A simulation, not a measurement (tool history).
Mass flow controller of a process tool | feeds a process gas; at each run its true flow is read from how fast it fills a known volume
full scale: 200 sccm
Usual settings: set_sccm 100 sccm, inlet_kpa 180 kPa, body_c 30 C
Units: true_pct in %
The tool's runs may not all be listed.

| run | hour | set_sccm | inlet_kpa | body_c | true_pct |
|---|---|---|---|---|---|
| 1 | 0.0 | 100 | 180 | 30 | 99.47 |
| 2 | 392.4 | 100 | 180 | 30 | 99.40 |
| 3 | 916.0 | 100 | 180 | 30 | 99.60 |
| 4 | 1247.6 | 100 | 180 | 30 | 99.62 |
| 5 | 1478.8 | 100 | 180 | 30 | 99.57 |
| 6 | 1709.5 | 100 | 180 | 30 | 99.53 |
| 7 | 1988.9 | 30 | 180 | 30 | 99.00 |
| 8 | 2473.8 | 30 | 180 | 30 | 98.91 |
| 9 | 2759.9 | 100 | 180 | 30 | 99.75 |
| 10 | 3097.8 | 100 | 215 | 30 | 99.58 |
| 11 | 3591.4 | 100 | 180 | 30 | 99.88 |
| 12 | 3952.4 | 100 | 180 | 30 | 100.02 |
|  | 4005.1 | controller exchanged for a calibrated one |
| 13 | 4345.5 | 100 | 180 | 30 | 99.93 |
| 14 | 4818.3 | 100 | 180 | 26 | 99.62 |
| 15 | 5087.4 | 100 | 180 | 26 | 99.69 |
| 16 | 5434.4 | 52 | 219 | 27 | 98.91 |
| 17 | 5858.6 | 52 | 219 | 27 | 98.97 |
| 18 | 6092.1 | 100 | 277 | 28 | 99.35 |
| 19 | 6427.1 | 100 | 277 | 28 | 99.34 |
| 20 | 6760.0 | 32 | 207 | 29 | 99.20 |
| 21 | 7172.0 | 24 | 226 | 30 | 99.09 |
| 22 | 7466.6 | 40 | 263 | 30 | 99.17 |

The next listed run, before its measurement:
| 23 | 7846.2 | 66 | 207 | 30 | ? |

true_pct: 99.70 %
Without the tool's hidden state the same run would have given true_pct 98.82 %.

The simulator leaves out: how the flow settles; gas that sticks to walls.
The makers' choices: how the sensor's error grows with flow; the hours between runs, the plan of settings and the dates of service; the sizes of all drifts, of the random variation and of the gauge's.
